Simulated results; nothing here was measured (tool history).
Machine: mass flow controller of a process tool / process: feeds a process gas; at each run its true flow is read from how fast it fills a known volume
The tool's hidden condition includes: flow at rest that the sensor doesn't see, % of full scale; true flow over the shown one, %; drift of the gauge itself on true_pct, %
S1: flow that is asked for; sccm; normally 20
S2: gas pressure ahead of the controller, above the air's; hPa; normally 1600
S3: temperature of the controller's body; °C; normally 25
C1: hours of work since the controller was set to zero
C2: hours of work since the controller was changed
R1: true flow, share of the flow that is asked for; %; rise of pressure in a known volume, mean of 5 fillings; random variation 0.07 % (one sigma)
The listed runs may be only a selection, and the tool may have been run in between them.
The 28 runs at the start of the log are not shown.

run	day	S1	S2	S3	C1	C2	R1
29	223.471	24	2300	21	496	7255	101.23
30	232.521	14	1600	25	651	7410	100.4
31	241.712	14	1600	28	808	7567	100.21
32	251.642	14	1600	28	978	7737	100.22
33	258.342	45	1600	21	1093	7852	101.78
34	267.746	45	1600	21	1254	8013	101.78
35	277.029	45	1600	26	1413	8172	101.54
36	287.304	16	1600	26	1589	8348	100.27
37	297.112	16	1600	26	1757	8516	100.17
38	305.554	25	1890	21	1902	8661	101.09
39	313.592	20	1660	26	2039	8798	100.48
40	324.792	20	1750	26	2231	8990	100.53
41	335.942	20	1750	26	2422	9181	100.43
42	345.592	6	1750	26	2587	9346	97.75
43	356.696	6	1750	26	2777	9536	97.55
44	368.321	7	1600	39	2977	9736	97.26
45	377.058	7	1600	39	3126	9885	96.96

What does the tool deliver on the next run?
46	387.588	8	1600	28	3307	10066	?

Logged for run 46: R1 97.98 %.
With the hidden condition absent and the run-to-run variation left alone, this run would have shown R1 98.47 %.
